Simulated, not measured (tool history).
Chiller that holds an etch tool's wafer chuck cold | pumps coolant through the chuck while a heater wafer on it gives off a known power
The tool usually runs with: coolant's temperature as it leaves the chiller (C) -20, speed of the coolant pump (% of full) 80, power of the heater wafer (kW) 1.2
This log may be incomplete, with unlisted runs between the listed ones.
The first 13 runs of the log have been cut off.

| run | hour | coolant's temperature as it leaves the chiller (C) | speed of the coolant pump (% of full) | power of the heater wafer (kW) | chuck's temperature once it has settled (C) | how much warmer the coolant comes back (C) |
|---|---|---|---|---|---|---|
| 14 | 322.8 | -12 | 80 | 1.2 | -3.9 | 3.02 |
| 15 | 349.9 | -12 | 80 | 1.2 | -3.8 | 3.09 |
| 16 | 382.2 | -20 | 80 | 1.2 | -12 | 3.03 |
| 17 | 398.5 | -20 | 80 | 1.2 | -11.7 | 2.92 |
|  | 412.9 | coolant pump overhauled, once more |
| 18 | 427.5 | -11 | 85 | 0.82 | -5.8 | 1.82 |
| 19 | 458.3 | -16 | 91 | 0.644 | -12.1 | 1.36 |
| 20 | 478.7 | -14 | 71 | 0.633 | -9.5 | 1.8 |
| 21 | 503.2 | -16 | 66 | 0.92 | -9.2 | 2.84 |
| 22 | 519.7 | -28 | 78 | 1.098 | -20.7 | 2.8 |
| 23 | 549.3 | -20 | 86 | 0.748 | -15.2 | 1.7 |
| 24 | 575 | -20 | 86 | 0.748 | -15.2 | 1.71 |
| 25 | 589.2 | -20 | 86 | 0.748 | -15.3 | 1.69 |
| 26 | 610.6 | -20 | 86 | 0.748 | -15 | 1.74 |
| 27 | 638.8 | -29 | 68 | 1.2 | -20 | 3.56 |
| 28 | 657.8 | -15 | 68 | 0.984 | -7.6 | 2.88 |
| 29 | 678.3 | -15 | 68 | 0.984 | -7.9 | 2.88 |
| 30 | 692.2 | -24 | 91 | 0.77 | -19.2 | 1.65 |
| 31 | 724.9 | -24 | 91 | 0.77 | -19.2 | 1.64 |
| 32 | 758.3 | -19 | 68 | 1.038 | -11.2 | 3.02 |
| 33 | 777.5 | -21 | 65 | 0.801 | -15 | 2.44 |

What if the next run were any one of these 3? Each begins from the tool's condition after run 33:
| A | 794.7 | -25 | 93 | 1.06 | ? | ? |
| B | 794.7 | -25 | 83 | 1.2 | ? | ? |
| C | 794.7 | -29 | 65 | 0.67 | ? | ? |

| run | chuck's temperature once it has settled (C) | how much warmer the coolant comes back (C) |
|---|---|---|
| A | -18.5 | 2.28 |
| B | -17.2 | 2.84 |
| C | -23.9 | 2.06 |
Without the tool's unlogged condition, the same runs would have read:
| run | chuck's temperature once it has settled (C) | how much warmer the coolant comes back (C) |
|---|---|---|
| A | -19.1 | 2.24 |
| B | -17.8 | 2.79 |
| C | -24.3 | 2.03 |

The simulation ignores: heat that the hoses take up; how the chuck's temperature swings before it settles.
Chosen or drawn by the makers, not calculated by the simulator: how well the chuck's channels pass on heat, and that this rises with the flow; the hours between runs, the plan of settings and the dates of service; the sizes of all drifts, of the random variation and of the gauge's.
